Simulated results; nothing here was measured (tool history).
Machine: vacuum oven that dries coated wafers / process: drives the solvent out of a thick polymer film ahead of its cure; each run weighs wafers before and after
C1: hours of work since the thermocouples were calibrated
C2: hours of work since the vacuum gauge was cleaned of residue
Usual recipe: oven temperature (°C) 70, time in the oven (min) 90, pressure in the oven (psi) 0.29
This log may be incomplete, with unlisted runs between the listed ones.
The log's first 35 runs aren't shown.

Run 36, hour 2415.9: usual settings but oven temperature (°C) 85, pressure in the oven (psi) 0.203; C1 570; C2 794. Result: solvent left in the film (%) 0.34.
Run 37, hour 2490: usual settings but time in the oven (min) 141, pressure in the oven (psi) 0.437; C1 619; C2 843. Result: solvent left in the film (%) 1.39.
Run 38, hour 2569.5: usual settings but time in the oven (min) 141, pressure in the oven (psi) 0.437; C1 671; C2 895. Result: solvent left in the film (%) 1.38.
Run 39, hour 2657.3: usual settings but oven temperature (°C) 58, pressure in the oven (psi) 0.949; C1 728; C2 953. Result: solvent left in the film (%) 5.86.
Run 40, hour 2731.5: usual settings but oven temperature (°C) 58, pressure in the oven (psi) 0.949; C1 777; C2 1001. Result: solvent left in the film (%) 5.98.
Run 41, hour 2779.1: usual settings but oven temperature (°C) 58, pressure in the oven (psi) 0.949; C1 808; C2 1033. Result: solvent left in the film (%) 5.79.
Run 42, hour 2881.4: usual settings but oven temperature (°C) 56; C1 876; C2 1100. Result: solvent left in the film (%) 4.26.
Run 43, hour 2976.1: usual settings but oven temperature (°C) 56; C1 938; C2 1162. Result: solvent left in the film (%) 4.24.
Run 44, hour 3027.8: usual settings but oven temperature (°C) 64, time in the oven (min) 151, pressure in the oven (psi) 0.202; C1 972; C2 1196. Result: solvent left in the film (%) 1.32.
Run 45, hour 3069.6: usual settings but oven temperature (°C) 76, time in the oven (min) 65, pressure in the oven (psi) 0.242; C1 999; C2 1223. Result: solvent left in the film (%) 1.55.
Run 46, hour 3144.5: usual settings but oven temperature (°C) 65, time in the oven (min) 60, pressure in the oven (psi) 1.076; C1 1048; C2 1272. Result: solvent left in the film (%) 5.49.

Here are 5 independent what-if runs from the current tool condition. What would each one return?
Run A, hour 3221.8: usual settings but oven temperature (°C) 71, time in the oven (min) 60, pressure in the oven (psi) 1.141; C1 1099; C2 1323. Result: solvent left in the film (%) ?.
Run B, hour 3221.8: usual settings but oven temperature (°C) 62, time in the oven (min) 60, pressure in the oven (psi) 1.076; C1 1099; C2 1323. Result: solvent left in the film (%) ?.
Run C, hour 3221.8: usual settings but oven temperature (°C) 79, time in the oven (min) 106, pressure in the oven (psi) 0.863; C1 1099; C2 1323. Result: solvent left in the film (%) ?.
Run D, hour 3221.8: usual settings but oven temperature (°C) 65, time in the oven (min) 91, pressure in the oven (psi) 1.076; C1 1099; C2 1323. Result: solvent left in the film (%) ?.
Run E, hour 3221.8: usual settings but oven temperature (°C) 65, time in the oven (min) 47, pressure in the oven (psi) 0.329; C1 1099; C2 1323. Result: solvent left in the film (%) ?.

run  solvent left in the film (%)
  A                          4.44
  B                          6.35
  C                          1.73
  D                          4.62
  E                          4.73
Without the tool's hidden state the same runs would have given:
run  solvent left in the film (%)
  A                          3.77
  B                          5.54
  C                           1.4
  D                          3.86
  E                          4.08
